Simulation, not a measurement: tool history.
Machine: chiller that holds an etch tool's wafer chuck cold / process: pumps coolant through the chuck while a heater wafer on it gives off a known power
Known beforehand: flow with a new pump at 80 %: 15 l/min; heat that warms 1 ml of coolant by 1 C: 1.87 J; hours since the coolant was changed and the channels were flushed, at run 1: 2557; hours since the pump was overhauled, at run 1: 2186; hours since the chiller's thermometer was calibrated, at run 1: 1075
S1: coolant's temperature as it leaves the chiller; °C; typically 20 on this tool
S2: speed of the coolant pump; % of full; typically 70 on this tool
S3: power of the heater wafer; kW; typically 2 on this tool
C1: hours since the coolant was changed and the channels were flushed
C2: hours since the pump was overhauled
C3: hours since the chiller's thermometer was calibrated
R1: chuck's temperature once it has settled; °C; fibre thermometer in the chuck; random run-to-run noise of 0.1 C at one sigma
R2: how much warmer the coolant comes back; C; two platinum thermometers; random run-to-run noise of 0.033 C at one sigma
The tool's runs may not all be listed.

Run 1, day 0: usual settings; C1 2557; C2 2186; C3 1075. Result: R1 41.1 °C, R2 4.9 C.
Run 2, day 4.025: usual settings; C1 2654; C2 2283; C3 1171. Result: R1 41.1 °C, R2 4.94 C.
Run 3, day 7.896: usual settings but S2 61 % of full; C1 2747; C2 2376; C3 1264. Result: R1 43.4 °C, R2 5.62 C.
Run 4, day 10.908: usual settings but S2 61 % of full; C1 2819; C2 2448; C3 1336. Result: R1 43.3 °C, R2 5.63 C.
Run 5, day 14.533: usual settings but S2 61 % of full; C1 2906; C2 2535; C3 1423. Result: R1 43.3 °C, R2 5.66 C.
Run 6, day 20.267: usual settings but S1 16 °C, S2 61 % of full; C1 3043; C2 2673; C3 1561. Result: R1 39.2 °C, R2 5.64 C.
Run 7, day 24.438: usual settings but S2 66 % of full; C1 3144; C2 2773; C3 1661. Result: R1 42.1 °C, R2 5.2 C.
Run 8, day 27.421: usual settings; C1 3215; C2 2845; C3 1733. Result: R1 41.3 °C, R2 4.92 C.
Run 9, day 31.25: usual settings; C1 3307; C2 2936; C3 1825. Result: R1 41 °C, R2 4.93 C.
Run 10, day 34.7: usual settings but S3 1.248 kW; C1 3390; C2 3019; C3 1907. Result: R1 33.3 °C, R2 3.08 C.
Run 11, day 38.983: usual settings but S1 14 °C, S2 68 % of full, S3 1.357 kW; C1 3493; C2 3122; C3 2010. Result: R1 28.6 °C, R2 3.47 C.
Run 12, day 44.133: usual settings but S1 14 °C, S2 68 % of full, S3 1.357 kW; C1 3616; C2 3246; C3 2134. Result: R1 28.5 °C, R2 3.44 C.
Run 13, day 47.217: usual settings but S2 60 % of full, S3 1.929 kW; C1 3690; C2 3320; C3 2208. Result: R1 42.6 °C, R2 5.48 C.
At day 48.971: coolant changed, channels flushed.
Run 14, day 53.154: usual settings but S2 60 % of full, S3 1.929 kW; C1 100; C2 3456; C3 2344. Result: R1 42.7 °C, R2 5.57 C.
Run 15, day 57.704: usual settings but S1 19 °C, S2 60 % of full, S3 1.721 kW; C1 210; C2 3565; C3 2454. Result: R1 39.2 °C, R2 4.91 C.
Run 16, day 60.738: usual settings but S1 11 °C, S2 92 % of full, S3 2.075 kW; C1 282; C2 3638; C3 2526. Result: R1 29.2 °C, R2 3.84 C.
Run 17, day 63.233: usual settings but S2 68 % of full, S3 1.862 kW; C1 342; C2 3698; C3 2586. Result: R1 40.1 °C, R2 4.69 C.
Run 18, day 67.6: usual settings but S1 29 °C, S2 66 % of full, S3 2.281 kW; C1 447; C2 3803; C3 2691. Result: R1 54.1 °C, R2 5.9 C.
Run 19, day 73.388: usual settings but S1 29 °C, S2 66 % of full, S3 2.281 kW; C1 586; C2 3942; C3 2830. Result: R1 54.3 °C, R2 5.96 C.
Run 20, day 77.058: usual settings but S1 29 °C, S2 66 % of full, S3 2.281 kW; C1 674; C2 4030; C3 2918. Result: R1 54 °C, R2 5.93 C.

What differs in the tool's unlogged condition from the final listed run ahead of each entry between runs to the first listed run following it?
From run 13 to run 14: coolant changed, channels flushed (day 48.971)
  heat passed by the chuck's channels, % of clean ones': 99.9 -> 100

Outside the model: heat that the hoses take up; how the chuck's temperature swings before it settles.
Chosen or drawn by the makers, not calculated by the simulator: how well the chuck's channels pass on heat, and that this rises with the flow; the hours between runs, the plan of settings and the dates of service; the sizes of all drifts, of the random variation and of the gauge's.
